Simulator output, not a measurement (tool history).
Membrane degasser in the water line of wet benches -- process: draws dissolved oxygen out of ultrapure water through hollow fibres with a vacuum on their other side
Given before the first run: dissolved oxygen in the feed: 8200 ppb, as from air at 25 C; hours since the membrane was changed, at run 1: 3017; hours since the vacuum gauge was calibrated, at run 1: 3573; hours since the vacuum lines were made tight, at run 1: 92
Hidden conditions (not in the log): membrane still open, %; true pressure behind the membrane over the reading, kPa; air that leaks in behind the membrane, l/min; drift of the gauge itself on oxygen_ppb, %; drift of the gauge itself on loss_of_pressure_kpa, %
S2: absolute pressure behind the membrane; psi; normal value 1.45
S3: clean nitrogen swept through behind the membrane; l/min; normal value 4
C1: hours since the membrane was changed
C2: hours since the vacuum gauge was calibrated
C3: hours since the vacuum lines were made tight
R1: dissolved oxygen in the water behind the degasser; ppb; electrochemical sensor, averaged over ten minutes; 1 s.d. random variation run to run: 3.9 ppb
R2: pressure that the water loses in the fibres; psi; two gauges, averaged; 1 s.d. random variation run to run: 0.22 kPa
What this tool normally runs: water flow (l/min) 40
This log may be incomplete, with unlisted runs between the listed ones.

run 1 hour=0 | water_flow_(l/min)=40 S2=1.45 S3=4 | C1=3017 C2=3573 C3=92 | R1=405.7 R2=7.529
run 2 hour=83.5 | water_flow_(l/min)=40 S2=1.45 S3=4 | C1=3101 C2=3657 C3=176 | R1=409.1 R2=7.538
run 3 hour=204.8 | water_flow_(l/min)=40 S2=1.45 S3=4 | C1=3222 C2=3778 C3=297 | R1=413.2 R2=7.541
run 4 hour=262.7 | water_flow_(l/min)=40 S2=1.45 S3=4 | C1=3280 C2=3836 C3=355 | R1=410.4 R2=7.567
run 5 hour=356.4 | water_flow_(l/min)=40 S2=1.45 S3=4 | C1=3374 C2=3930 C3=449 | R1=405.4 R2=7.5
run 6 hour=470.5 | water_flow_(l/min)=40 S2=1.45 S3=4 | C1=3488 C2=4044 C3=563 | R1=400.1 R2=7.574
run 7 hour=587.3 | water_flow_(l/min)=40 S2=1.45 S3=4 | C1=3604 C2=4161 C3=680 | R1=408.9 R2=7.536
run 8 hour=645.4 | water_flow_(l/min)=40 S2=1.45 S3=4 | C1=3663 C2=4219 C3=738 | R1=412.1 R2=7.542
run 9 hour=724.7 | water_flow_(l/min)=40 S2=2.74 S3=4 | C1=3742 C2=4298 C3=817 | R1=599.4 R2=7.559
run 10 hour=816.3 | water_flow_(l/min)=40 S2=2.74 S3=4 | C1=3833 C2=4390 C3=909 | R1=587.3 R2=7.559
run 11 hour=901.8 | water_flow_(l/min)=40 S2=2.74 S3=4 | C1=3919 C2=4475 C3=994 | R1=605.9 R2=7.601
-- hour=908.9 vacuum gauge calibrated
run 12 hour=968.8 | water_flow_(l/min)=40 S2=2.74 S3=4 | C1=3985 C2=60 C3=1061 | R1=592.9 R2=7.59
run 13 hour=1100.8 | water_flow_(l/min)=40 S2=1.45 S3=4.32 | C1=4117 C2=192 C3=1193 | R1=406.3 R2=7.652
run 14 hour=1184.6 | water_flow_(l/min)=40 S2=1.45 S3=4.32 | C1=4201 C2=276 C3=1276 | R1=398.2 R2=7.603
run 15 hour=1297.4 | water_flow_(l/min)=40 S2=1.45 S3=4.32 | C1=4314 C2=388 C3=1389 | R1=402.7 R2=7.574
-- hour=1375.6 vacuum gauge calibrated, once more
run 16 hour=1430 | water_flow_(l/min)=27 S2=1.45 S3=4 | C1=4446 C2=54 C3=1521 | R1=256.7 R2=5.079
run 17 hour=1503.5 | water_flow_(l/min)=27 S2=1.45 S3=4 | C1=4520 C2=128 C3=1595 | R1=256.2 R2=5.124
run 18 hour=1562.5 | water_flow_(l/min)=31 S2=1.45 S3=4 | C1=4579 C2=187 C3=1654 | R1=296 R2=5.913
run 19 hour=1643 | water_flow_(l/min)=35 S2=1.32 S3=7.26 | C1=4659 C2=267 C3=1734 | R1=276.8 R2=6.654
run 20 hour=1704 | water_flow_(l/min)=40 S2=2.71 S3=4 | C1=4720 C2=328 C3=1795 | R1=596 R2=7.549
run 21 hour=1816.8 | water_flow_(l/min)=40 S2=1.13 S3=2.14 | C1=4833 C2=441 C3=1908 | R1=434.3 R2=7.588
run 22 hour=1893.1 | water_flow_(l/min)=40 S2=1.41 S3=2.73 | C1=4909 C2=517 C3=1984 | R1=459.8 R2=7.583
run 23 hour=2021.7 | water_flow_(l/min)=40 S2=1.26 S3=2.02 | C1=5038 C2=646 C3=2113 | R1=481.1 R2=7.629
run 24 hour=2113.9 | water_flow_(l/min)=40 S2=1.75 S3=4.27 | C1=5130 C2=738 C3=2205 | R1=436.9 R2=7.614
run 25 hour=2178.2 | water_flow_(l/min)=40 S2=1.45 S3=1.77 | C1=5194 C2=803 C3=2269 | R1=580.9 R2=7.633
run 26 hour=2268.3 | water_flow_(l/min)=32 S2=3.61 S3=1.77 | C1=5284 C2=893 C3=2360 | R1=950.3 R2=6.118
run 27 hour=2379.9 | water_flow_(l/min)=54 S2=0.93 S3=4 | C1=5396 C2=1004 C3=2471 | R1=481.7 R2=10.305
run 28 hour=2476.2 | water_flow_(l/min)=54 S2=0.93 S3=4 | C1=5492 C2=1101 C3=2567 | R1=473.3 R2=10.269
run 29 hour=2595.3 | water_flow_(l/min)=50 S2=1.89 S3=1.63 | C1=5611 C2=1220 C3=2687 | R1=898.2 R2=9.529
run 30 hour=2700.4 | water_flow_(l/min)=52 S2=2.55 S3=3.65 | C1=5717 C2=1325 C3=2792 | R1=789.2 R2=9.957
run 31 hour=2800.4 | water_flow_(l/min)=30 S2=2.25 S3=1.62 | C1=5817 C2=1425 C3=2892 | R1=646.9 R2=5.71

Some steps in R1 between neighbouring runs. How much of each would the tool show without its hidden state too (settings, what came in, random variation), and how much is left for the hidden state, with any gauge scatter that isn't in both results?
Run 15 -> 16: water flow (l/min) 40 -> 27, S3 4.32 -> 4, vacuum gauge calibrated, once more. R1 -146 ppb: hidden state -9.3, all else -136.7.
Run 25 -> 26: water flow (l/min) 40 -> 32, S2 1.45 -> 3.61. R1 +369.4 ppb: hidden state -5.4, all else +374.8.
Run 26 -> 27: water flow (l/min) 32 -> 54, S2 3.61 -> 0.93, S3 1.77 -> 4. R1 -468.6 ppb: hidden state +11.9, all else -480.5.
Run 28 -> 29: water flow (l/min) 54 -> 50, S2 0.93 -> 1.89, S3 4 -> 1.63. R1 +424.9 ppb: hidden state -1.4, all else +426.3.
Run 30 -> 31: water flow (l/min) 52 -> 30, S2 2.55 -> 2.25, S3 3.65 -> 1.62. R1 -142.3 ppb: hidden state -8.8, all else -133.5.
